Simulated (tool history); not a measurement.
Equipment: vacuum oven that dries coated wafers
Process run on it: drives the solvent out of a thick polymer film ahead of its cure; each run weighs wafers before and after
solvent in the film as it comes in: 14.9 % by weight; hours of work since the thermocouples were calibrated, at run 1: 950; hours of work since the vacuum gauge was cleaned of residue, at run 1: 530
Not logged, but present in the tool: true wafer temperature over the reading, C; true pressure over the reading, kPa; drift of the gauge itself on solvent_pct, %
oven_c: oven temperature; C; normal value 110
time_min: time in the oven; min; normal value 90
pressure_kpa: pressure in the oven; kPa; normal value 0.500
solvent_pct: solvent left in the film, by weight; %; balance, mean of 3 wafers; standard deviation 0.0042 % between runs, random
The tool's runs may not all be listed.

run,day,oven_c,time_min,pressure_kpa,hours of work since the thermocouples were calibrated,hours of work since the vacuum gauge was cleaned of residue,solvent_pct
1,0.000,110,90,0.500,950,530,0.953
2,0.471,110,90,0.500,958,539,0.953
3,1.233,110,90,0.500,972,553,0.946
4,2.058,110,81,0.500,988,568,1.158
5,2.467,110,132,0.500,995,576,0.496
6,3.312,110,113,0.500,1011,591,0.631
7,4.229,110,113,0.500,1027,608,0.632
8,5.033,110,113,0.500,1042,623,0.637
9,5.608,110,90,0.500,1053,634,0.939
# day 5.954: oven's thermocouples calibrated
10,6.583,110,90,0.500,12,650,1.100
11,7.496,110,90,0.571,28,667,1.144
12,8.125,110,90,0.571,40,678,1.146
13,8.612,110,90,0.571,49,687,1.147
14,9.129,105,71,0.318,58,697,2.170
15,9.704,105,71,0.318,69,708,2.167
16,10.329,99,94,0.500,81,719,2.179
17,10.858,120,152,0.816,90,729,0.441
18,11.396,105,96,0.337,100,739,1.301
19,11.921,115,46,0.626,110,748,2.519
20,12.346,101,109,0.423,118,756,1.453
21,13.071,103,90,0.578,131,770,1.853
22,13.942,103,90,0.578,147,786,1.846
23,14.812,103,90,0.578,163,802,1.848

Describe how what the log doesn't record of the tool's condition differs between the last listed run preceding each entry between runs and the first listed run following it.
From run 9 to run 10: oven's thermocouples calibrated (day 5.954)
  true wafer temperature over the reading, C: 1.9 -> -0.09; true pressure over the reading, kPa: 0.093 -> 0.096
  the result without the hidden state subtracted from the measured one, solvent_pct: -0.089 -> +0.067 %
